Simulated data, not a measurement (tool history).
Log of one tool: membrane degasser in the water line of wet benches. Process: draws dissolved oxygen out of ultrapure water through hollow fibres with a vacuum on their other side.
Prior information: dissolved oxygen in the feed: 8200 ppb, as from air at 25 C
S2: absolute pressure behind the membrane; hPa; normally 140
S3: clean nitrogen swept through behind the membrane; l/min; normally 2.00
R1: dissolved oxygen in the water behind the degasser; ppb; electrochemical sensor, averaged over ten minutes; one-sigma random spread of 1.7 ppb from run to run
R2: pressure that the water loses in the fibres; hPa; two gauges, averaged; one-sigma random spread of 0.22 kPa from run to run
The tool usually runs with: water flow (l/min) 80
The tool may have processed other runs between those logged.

Run 1, hour 0.0: usual settings. Result: R1 837.8 ppb, R2 544.2 hPa.
Run 2, hour 44.4: usual settings. Result: R1 839.3 ppb, R2 545.6 hPa.
Run 3, hour 88.4: usual settings. Result: R1 841.7 ppb, R2 543.0 hPa.
Run 4, hour 114.4: usual settings. Result: R1 841.8 ppb, R2 545.2 hPa.
Run 5, hour 151.9: usual settings. Result: R1 839.5 ppb, R2 546.4 hPa.
Run 6, hour 183.8: usual settings but S3 0.86 l/min. Result: R1 1452.4 ppb, R2 546.3 hPa.
Run 7, hour 229.0: usual settings but S3 0.86 l/min. Result: R1 1446.9 ppb, R2 547.2 hPa.
Run 8, hour 256.4: usual settings but S3 0.86 l/min. Result: R1 1442.6 ppb, R2 544.1 hPa.
Run 9, hour 287.0: usual settings but S2 157 hPa, S3 2.40 l/min. Result: R1 838.3 ppb, R2 550.5 hPa.
Run 10, hour 323.4: usual settings but water flow (l/min) 100, S3 1.01 l/min. Result: R1 1541.1 ppb, R2 679.8 hPa.
Run 11, hour 369.1: usual settings but water flow (l/min) 100, S3 1.01 l/min. Result: R1 1539.3 ppb, R2 680.2 hPa.
Run 12, hour 397.4: usual settings but water flow (l/min) 100, S3 1.03 l/min. Result: R1 1527.7 ppb, R2 683.8 hPa.
Run 13, hour 420.9: usual settings but water flow (l/min) 65. Result: R1 700.0 ppb, R2 446.3 hPa.
Run 14, hour 459.4: usual settings but S2 300 hPa, S3 1.85 l/min. Result: R1 1889.5 ppb, R2 545.6 hPa.

Consider 5 possible next runs. They are alternatives, not a sequence: every one starts from the tool as it was left by run 14. What does each give?
Run A, hour 492.7: usual settings but S2 119 hPa, S3 4.93 l/min. Result: R1 ?, R2 ?.
Run B, hour 492.7: usual settings but water flow (l/min) 53, S2 150 hPa, S3 0.88 l/min. Result: R1 ?, R2 ?.
Run C, hour 492.7: usual settings but water flow (l/min) 114, S2 91 hPa, S3 1.25 l/min. Result: R1 ?, R2 ?.
Run D, hour 492.7: usual settings but water flow (l/min) 83, S2 246 hPa, S3 4.68 l/min. Result: R1 ?, R2 ?.
Run E, hour 492.7: usual settings but water flow (l/min) 68. Result: R1 ?, R2 ?.

run      R1     R2
  A   355.5  546.9
  B  1164.1  362.1
  C   942.5  783.0
  D   828.9  568.3
  E   731.2  465.8
Stripped of hidden state, with their random variation kept, the same runs would have yielded:
run      R1     R2
  A   349.6  540.1
  B  1156.5  357.6
  C   925.9  773.2
  D   822.7  561.1
  E   724.3  460.0

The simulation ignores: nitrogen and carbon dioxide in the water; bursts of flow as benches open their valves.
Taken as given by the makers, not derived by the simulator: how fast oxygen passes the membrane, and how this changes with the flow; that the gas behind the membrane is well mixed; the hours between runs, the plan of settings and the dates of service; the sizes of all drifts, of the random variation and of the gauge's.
